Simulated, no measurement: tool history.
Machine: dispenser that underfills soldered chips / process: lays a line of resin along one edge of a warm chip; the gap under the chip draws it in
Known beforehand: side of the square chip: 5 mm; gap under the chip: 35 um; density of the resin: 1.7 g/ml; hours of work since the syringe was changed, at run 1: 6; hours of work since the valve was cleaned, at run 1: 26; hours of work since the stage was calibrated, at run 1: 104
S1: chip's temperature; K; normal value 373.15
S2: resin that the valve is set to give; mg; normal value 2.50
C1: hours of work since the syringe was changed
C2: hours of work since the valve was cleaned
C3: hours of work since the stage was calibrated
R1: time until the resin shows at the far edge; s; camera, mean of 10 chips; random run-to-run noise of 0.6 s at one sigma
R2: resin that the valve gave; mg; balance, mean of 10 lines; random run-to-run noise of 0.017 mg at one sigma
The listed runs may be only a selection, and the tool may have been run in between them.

run,hour,S1,S2,C1,C2,C3,R1,R2
1,0.0,373.15,2.50,6,26,104,75.8,2.44
# hour 4.6: new syringe of resin
2,7.7,373.15,2.50,2,31,109,58.7,2.51
3,17.1,373.15,2.50,8,37,115,90.0,2.45
# hour 18.4: new syringe of resin
4,23.8,373.15,2.50,4,41,120,64.8,2.47
5,28.7,373.15,3.03,7,44,123,79.7,2.98
# hour 31.6: new syringe of resin
6,36.4,373.15,3.03,3,49,128,62.6,2.99
# hour 45.1: new syringe of resin
7,46.6,373.15,2.50,1,56,134,54.2,2.45
8,52.6,367.15,2.50,5,59,138,92.4,2.48
# hour 58.1: new syringe of resin
9,61.9,382.15,2.50,2,65,144,40.0,2.46
10,66.1,373.15,2.50,5,68,146,73.0,2.45
# hour 71.3: new syringe of resin
11,72.2,373.15,2.50,1,72,150,52.6,2.48
12,79.0,373.15,2.50,5,76,155,71.0,2.46
13,83.7,373.15,2.50,8,79,158,88.5,2.42
# hour 84.6: new syringe of resin
14,94.2,373.15,2.24,6,86,164,78.9,2.16
# hour 97.9: new syringe of resin
15,100.2,373.15,2.16,2,90,168,57.1,2.10
16,109.9,374.15,2.58,8,96,174,83.2,2.51
# hour 111.0: new syringe of resin
17,115.2,359.15,2.18,3,99,178,115.8,2.13
# hour 124.2: new syringe of resin
18,124.2,373.15,2.21,0,105,183,50.0,2.12
19,129.5,365.15,2.32,3,108,187,91.3,2.25
# hour 137.3: new syringe of resin
20,137.6,365.15,2.32,0,113,192,71.8,2.22
21,147.1,365.15,2.27,6,120,198,114.8,2.18
# hour 150.2: new syringe of resin
22,152.9,364.15,3.04,2,123,201,83.2,2.92
23,160.0,369.15,2.15,6,128,206,95.6,2.06
# hour 163.2: new syringe of resin
24,164.8,379.15,2.50,1,131,209,41.6,2.39
25,169.5,372.15,2.23,4,134,212,72.1,2.15

For some of the steps in R1 from one run to the next: how much would appear even if the tool had no hidden state, given the settings, what came in and random variation, and how much remains for the hidden state plus any gauge scatter that the measured result and the result without hidden state don't share?
What the log doesn't record here: resin's viscosity, % of fresh resin's; dose that the valve gives, % of what is set; true chip temperature over the reading, C; drift of the gauge itself on fill_s, %; drift of the gauge itself on given_mg, %.
Run 17 -> 18: S1 359.15 -> 373.15, S2 2.18 -> 2.21, new syringe of resin. R1 -65.8 s: hidden state -17.1, all else -48.7.
Run 20 -> 21: S2 2.32 -> 2.27. R1 +43.0 s: hidden state +41.4, all else +1.6.
Run 21 -> 22: S1 365.15 -> 364.15, S2 2.27 -> 3.04, new syringe of resin. R1 -31.6 s: hidden state -33.2, all else +1.6.
Run 23 -> 24: S1 369.15 -> 379.15, S2 2.15 -> 2.50, new syringe of resin. R1 -54.0 s: hidden state -30.9, all else -23.1.

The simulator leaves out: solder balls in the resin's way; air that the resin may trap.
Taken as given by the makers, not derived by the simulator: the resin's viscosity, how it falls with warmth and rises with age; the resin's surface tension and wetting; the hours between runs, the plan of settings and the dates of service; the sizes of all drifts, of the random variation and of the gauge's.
